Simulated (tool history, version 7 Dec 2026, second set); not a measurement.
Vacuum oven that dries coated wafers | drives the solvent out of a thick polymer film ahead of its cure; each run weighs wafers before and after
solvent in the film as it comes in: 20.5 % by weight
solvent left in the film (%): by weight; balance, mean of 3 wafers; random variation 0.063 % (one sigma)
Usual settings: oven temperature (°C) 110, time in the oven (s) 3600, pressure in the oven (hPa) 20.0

run    hour  oven temperature (°C)  time in the oven (s)  pressure in the oven (hPa)  solvent left in the film (%)
  1     0.0                    110                  3600                        20.0                          4.14
  2   106.3                    110                  3600                        26.5                          4.70
  3   169.9                    110                  3600                        26.5                          4.57
  4   221.4                    114                  3600                        26.5                          3.48
  5   315.4                    110                  3600                        20.0                          4.31
  6   400.1                    110                  3600                        28.3                          4.82
  7   493.5                    110                  3600                        28.3                          4.77
  8   602.3                    110                  3600                        41.3                          5.53
  9   695.4                    110                  3600                        48.3                          6.22
 10   766.6                    110                  3600                        20.0                          4.30
 11   845.4                    110                  3600                        20.0                          4.38
 12   892.8                    110                  3600                        20.0                          4.49
 13   973.3                    117                  3600                        20.0                          2.46
 14  1037.8                    117                  3600                        20.0                          2.54
 15  1083.5                    117                  3600                        20.0                          2.51
 16  1150.9                    117                  3600                        20.0                          2.55
 17  1214.1                    110                  4380                        73.1                          7.23
 18  1277.5                    110                  4380                        73.1                          7.32
     1343.3  -- oven's thermocouples calibrated
 19  1368.6                    110                  4380                        73.1                          6.86
 20  1437.6                    110                  4380                        43.6                          4.98
 21  1544.0                    110                  3240                        24.5                          5.01

Run 22 comes next. What will it give?
 22  1592.6                    109                  1980                        15.2                             ?

Run 22 gave solvent left in the film (%) 7.47.
Without the tool's hidden state the same run would have given solvent left in the film (%) 7.01.
